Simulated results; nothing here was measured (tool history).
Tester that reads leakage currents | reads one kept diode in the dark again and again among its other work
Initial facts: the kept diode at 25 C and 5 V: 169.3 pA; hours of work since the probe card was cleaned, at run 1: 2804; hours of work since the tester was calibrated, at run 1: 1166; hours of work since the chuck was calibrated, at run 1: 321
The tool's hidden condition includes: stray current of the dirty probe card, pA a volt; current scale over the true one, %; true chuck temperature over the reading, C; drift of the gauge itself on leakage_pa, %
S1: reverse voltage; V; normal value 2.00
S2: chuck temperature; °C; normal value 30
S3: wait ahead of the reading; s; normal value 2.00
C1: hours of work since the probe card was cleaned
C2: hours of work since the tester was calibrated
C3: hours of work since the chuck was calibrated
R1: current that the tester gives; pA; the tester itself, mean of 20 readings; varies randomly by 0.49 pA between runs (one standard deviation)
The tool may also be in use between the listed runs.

| run | day | S1 | S2 | S3 | C1 | C2 | C3 | R1 |
|---|---|---|---|---|---|---|---|---|
| 1 | 0.000 | 2.00 | 30 | 2.00 | 2804 | 1166 | 321 | 181.33 |
| 2 | 2.296 | 2.00 | 30 | 2.00 | 2828 | 1189 | 345 | 182.35 |
| 3 | 4.442 | 2.00 | 30 | 2.00 | 2850 | 1212 | 368 | 182.14 |
| 4 | 6.133 | 2.00 | 30 | 2.00 | 2868 | 1230 | 385 | 183.36 |
| 5 | 7.929 | 2.00 | 30 | 2.00 | 2886 | 1248 | 404 | 184.50 |
| 6 | 11.183 | 2.00 | 30 | 0.60 | 2920 | 1282 | 438 | 186.11 |
| 7 | 13.808 | 2.00 | 30 | 0.60 | 2948 | 1310 | 465 | 187.98 |
| 8 | 15.146 | 2.00 | 30 | 0.60 | 2962 | 1324 | 479 | 187.68 |
| 9 | 17.325 | 2.00 | 30 | 0.60 | 2984 | 1346 | 502 | 188.51 |
| 10 | 19.008 | 2.00 | 30 | 0.60 | 3002 | 1364 | 520 | 189.75 |
| 11 | 20.338 | 1.61 | 53 | 5.49 | 3016 | 1378 | 534 | 1190.91 |
| 12 | 23.575 | 1.09 | 39 | 5.49 | 3050 | 1412 | 567 | 300.02 |
| 13 | 25.633 | 8.28 | 23 | 3.24 | 3071 | 1433 | 589 | 233.68 |
|  | 27.929 | chuck's temperature calibrated |
| 14 | 28.679 | 2.80 | 35 | 0.75 | 3102 | 1464 | 8 | 324.94 |
| 15 | 31.062 | 2.80 | 35 | 0.75 | 3127 | 1489 | 33 | 326.18 |
| 16 | 34.092 | 2.80 | 35 | 0.75 | 3159 | 1521 | 64 | 328.36 |
| 17 | 37.025 | 2.80 | 35 | 0.75 | 3189 | 1551 | 95 | 330.23 |

Consider 3 possible next runs. They are alternatives, not a sequence: every one starts from the tool as it was left by run 17. What does each give?
| A | 40.000 | 2.43 | 36 | 9.50 | 3220 | 1582 | 126 | ? |
| B | 40.000 | 2.80 | 24 | 0.75 | 3220 | 1582 | 126 | ? |
| C | 40.000 | 1.21 | 58 | 0.67 | 3220 | 1582 | 126 | ? |

| run | R1 |
|---|---|
| A | 334.31 |
| B | 123.43 |
| C | 1406.37 |
The same runs, with their run-to-run variation unchanged, on a tool lacking any hidden condition would have given:
| run | R1 |
|---|---|
| A | 314.72 |
| B | 111.98 |
| C | 1348.90 |
